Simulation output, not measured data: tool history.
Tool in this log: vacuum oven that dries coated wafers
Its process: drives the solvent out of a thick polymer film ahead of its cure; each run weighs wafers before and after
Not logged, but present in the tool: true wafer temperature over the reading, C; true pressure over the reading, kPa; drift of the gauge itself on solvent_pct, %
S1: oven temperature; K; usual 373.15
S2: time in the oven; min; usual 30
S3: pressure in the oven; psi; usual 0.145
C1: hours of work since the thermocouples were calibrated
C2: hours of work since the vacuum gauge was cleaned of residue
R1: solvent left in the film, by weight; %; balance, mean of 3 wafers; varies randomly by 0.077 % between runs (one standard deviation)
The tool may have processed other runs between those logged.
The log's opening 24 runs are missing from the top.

run	hour	S1	S2	S3	C1	C2	R1
25	743.0	374.15	46	0.074	57	561	2.77
26	766.6	384.15	42	0.457	71	575	1.95
27	799.5	384.15	42	0.457	91	595	2.04
28	839.9	361.15	22	0.194	116	620	11.89
29	858.2	379.15	19	0.194	127	631	7.03
30	892.8	365.15	44	0.350	148	652	6.42
31	921.1	385.15	35	0.145	165	669	1.89
32	956.2	385.15	35	0.145	187	691	1.91
33	979.0	373.15	20	0.145	201	704	8.77
34	998.6	373.15	30	0.189	213	716	5.82
35	1032.4	363.15	30	0.145	233	737	9.34
36	1054.2	385.15	30	0.245	246	750	2.66
37	1080.0	385.15	30	0.245	262	766	2.74
38	1120.8	385.15	30	0.245	287	791	2.65
39	1139.3	373.15	27	0.097	298	802	6.47

Here are 5 independent what-if runs from the current tool condition. What would each one return?
A	1179.1	373.15	48	0.550	323	826	?
B	1179.1	361.15	26	0.149	323	826	?
C	1179.1	367.15	24	0.248	323	826	?
D	1179.1	376.15	26	0.413	323	826	?
E	1179.1	380.15	30	0.099	323	826	?

run	R1
A	3.97
B	10.83
C	9.83
D	6.40
E	3.68
With no hidden state in the tool, these same runs would have given:
run	R1
A	3.96
B	10.81
C	9.82
D	6.39
E	3.67

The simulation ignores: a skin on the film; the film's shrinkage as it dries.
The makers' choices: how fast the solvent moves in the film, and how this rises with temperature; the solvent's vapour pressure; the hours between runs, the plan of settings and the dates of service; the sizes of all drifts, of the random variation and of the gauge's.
